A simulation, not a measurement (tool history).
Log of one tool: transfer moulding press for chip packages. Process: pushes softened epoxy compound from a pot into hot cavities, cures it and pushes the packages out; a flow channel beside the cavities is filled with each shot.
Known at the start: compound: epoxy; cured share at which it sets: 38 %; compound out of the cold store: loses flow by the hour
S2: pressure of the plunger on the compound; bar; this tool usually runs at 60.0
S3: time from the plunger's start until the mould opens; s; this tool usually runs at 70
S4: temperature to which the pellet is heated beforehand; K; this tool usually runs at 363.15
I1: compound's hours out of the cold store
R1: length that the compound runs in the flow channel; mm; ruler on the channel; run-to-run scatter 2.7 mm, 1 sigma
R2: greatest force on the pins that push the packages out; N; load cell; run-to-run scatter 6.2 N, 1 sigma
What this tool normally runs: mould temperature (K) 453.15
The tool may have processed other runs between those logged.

run 1 day=0.000 | mould_temperature_(K)=453.15 S2=60.0 S3=70 S4=363.15 | I1=33.3 | R1=576 R2=318
run 2 day=0.438 | mould_temperature_(K)=453.15 S2=60.0 S3=70 S4=363.15 | I1=39.6 | R1=559 R2=360
-- day=0.671 cavities cleaned with cleaning compound and waxed
run 3 day=1.233 | mould_temperature_(K)=453.15 S2=60.0 S3=82 S4=363.15 | I1=45.9 | R1=549 R2=260
run 4 day=1.925 | mould_temperature_(K)=453.15 S2=64.4 S3=70 S4=363.15 | I1=44.6 | R1=569 R2=348
-- day=2.438 plunger's sealing rings changed
run 5 day=2.450 | mould_temperature_(K)=453.15 S2=64.4 S3=70 S4=363.15 | I1=34.2 | R1=631 R2=371
-- day=2.554 cavities cleaned with cleaning compound and waxed
run 6 day=2.912 | mould_temperature_(K)=453.15 S2=60.0 S3=70 S4=358.15 | I1=34.2 | R1=608 R2=265
run 7 day=3.612 | mould_temperature_(K)=446.15 S2=60.0 S3=70 S4=363.15 | I1=35.0 | R1=627 R2=534
-- day=4.358 cavities cleaned with cleaning compound and waxed
run 8 day=4.438 | mould_temperature_(K)=446.15 S2=60.0 S3=70 S4=363.15 | I1=29.2 | R1=642 R2=398
run 9 day=4.867 | mould_temperature_(K)=446.15 S2=60.0 S3=70 S4=360.15 | I1=30.2 | R1=634 R2=481
run 10 day=5.254 | mould_temperature_(K)=446.15 S2=60.0 S3=70 S4=360.15 | I1=36.9 | R1=619 R2=510
-- day=6.175 cavities cleaned with cleaning compound and waxed
run 11 day=6.217 | mould_temperature_(K)=446.15 S2=60.0 S3=70 S4=360.15 | I1=30.9 | R1=628 R2=436
run 12 day=6.629 | mould_temperature_(K)=453.15 S2=60.0 S3=70 S4=363.15 | I1=27.9 | R1=610 R2=288
-- day=6.775 mould's thermocouples calibrated
run 13 day=7.371 | mould_temperature_(K)=453.15 S2=60.0 S3=70 S4=363.15 | I1=26.9 | R1=614 R2=340
run 14 day=7.846 | mould_temperature_(K)=453.15 S2=60.0 S3=70 S4=363.15 | I1=19.1 | R1=628 R2=369
-- day=8.029 cavities cleaned with cleaning compound and waxed
run 15 day=8.283 | mould_temperature_(K)=453.15 S2=60.0 S3=70 S4=363.15 | I1=19.1 | R1=624 R2=289
run 16 day=8.650 | mould_temperature_(K)=453.15 S2=60.0 S3=70 S4=363.15 | I1=39.8 | R1=581 R2=292
run 17 day=9.138 | mould_temperature_(K)=453.15 S2=60.0 S3=70 S4=363.15 | I1=21.0 | R1=620 R2=346
-- day=9.829 cavities cleaned with cleaning compound and waxed
run 18 day=9.829 | mould_temperature_(K)=453.15 S2=65.3 S3=84 S4=356.15 | I1=17.6 | R1=657 R2=219
-- day=10.342 mould's thermocouples calibrated, once more
run 19 day=10.558 | mould_temperature_(K)=453.15 S2=66.8 S3=84 S4=356.15 | I1=39.8 | R1=609 R2=267
run 20 day=11.000 | mould_temperature_(K)=450.15 S2=57.2 S3=54 S4=363.15 | I1=43.5 | R1=562 R2=747
-- day=11.667 cavities cleaned with cleaning compound and waxed
run 21 day=11.946 | mould_temperature_(K)=453.15 S2=60.9 S3=98 S4=363.15 | I1=12.7 | R1=633 R2=228
run 22 day=12.321 | mould_temperature_(K)=453.15 S2=60.9 S3=98 S4=363.15 | I1=42.9 | R1=560 R2=242
run 23 day=12.742 | mould_temperature_(K)=446.15 S2=60.0 S3=70 S4=357.15 | I1=19.0 | R1=638 R2=580

What will run 24 give?
-- day=13.446 cavities cleaned with cleaning compound and waxed
run 24 day=13.496 | mould_temperature_(K)=451.15 S2=60.0 S3=85 S4=360.15 | I1=29.8 | R1=? R2=?

R1: 591 mm
R2: 225 N
Were there no unlogged condition in the tool, this run, its random variation unchanged, would have produced R1 624 mm, R2 215 N.
